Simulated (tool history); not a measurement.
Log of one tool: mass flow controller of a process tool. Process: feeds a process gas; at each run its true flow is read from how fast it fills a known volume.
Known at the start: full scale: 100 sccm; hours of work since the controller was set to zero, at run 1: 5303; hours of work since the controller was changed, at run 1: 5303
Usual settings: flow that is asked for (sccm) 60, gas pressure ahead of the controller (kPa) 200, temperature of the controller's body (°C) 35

run	hour	flow that is asked for (sccm)	gas pressure ahead of the controller (kPa)	temperature of the controller's body (°C)	hours of work since the controller was set to zero	hours of work since the controller was changed	true flow (%)
1	0	60	200	35	5303	5303	102.28
2	402.6	60	200	35	5465	5465	102.41
3	775.7	70	200	35	5615	5615	102.55
4	1221.3	27	200	35	5794	5794	102.85
5	1420.9	16	200	35	5874	5874	104.45
6	1710	60	200	35	5990	5990	102.59
7	2044.1	17	200	35	6125	6125	104.31
8	2243.5	17	200	35	6205	6205	104.51
9	2563.5	26	200	35	6333	6333	103.49
# hour 2589.8: controller's zero set anew
10	3031.4	60	200	27	177	6521	103
11	3501.2	60	200	35	366	6710	103.71
12	3958	60	200	35	550	6893	103.83
13	4345.6	60	200	35	706	7049	103.82
14	4603.5	60	142	35	809	7153	103.63
15	5060.4	60	142	35	993	7336	103.79
# hour 5131.2: controller's zero set anew, once more
16	5357.5	60	142	28	91	7456	101.15
17	5761.9	60	142	28	253	7618	101.16
18	6057.2	60	142	28	372	7737	101.07
19	6497.4	60	142	28	549	7914	101.35
20	6810.9	74	166	28	675	8040	101.75
21	7248.6	24	147	23	851	8215	100.24
22	7699.8	29	267	25	1032	8397	101.17
23	8015.7	94	267	36	1159	8524	103.6
24	8336.8	94	267	36	1288	8653	103.73
25	8540.6	94	168	23	1370	8735	102.14
26	8907.5	99	206	23	1517	8882	102.53
27	9339.5	36	237	23	1691	9056	101.39
28	9539.8	61	241	32	1771	9136	102.59
29	9992.8	61	241	32	1953	9318	102.67

Forecast each of these 4 alternatives for the next run:
A	10279.6	14	200	35	2069	9433	?
B	10279.6	61	241	25	2069	9433	?
C	10279.6	60	157	39	2069	9433	?
D	10279.6	60	186	33	2069	9433	?

run	true flow (%)
A	102.9
B	102.14
C	102.89
D	102.66
Without the tool's hidden state the same runs would have given:
run	true flow (%)
A	98.49
B	99.07
C	99.82
D	99.58
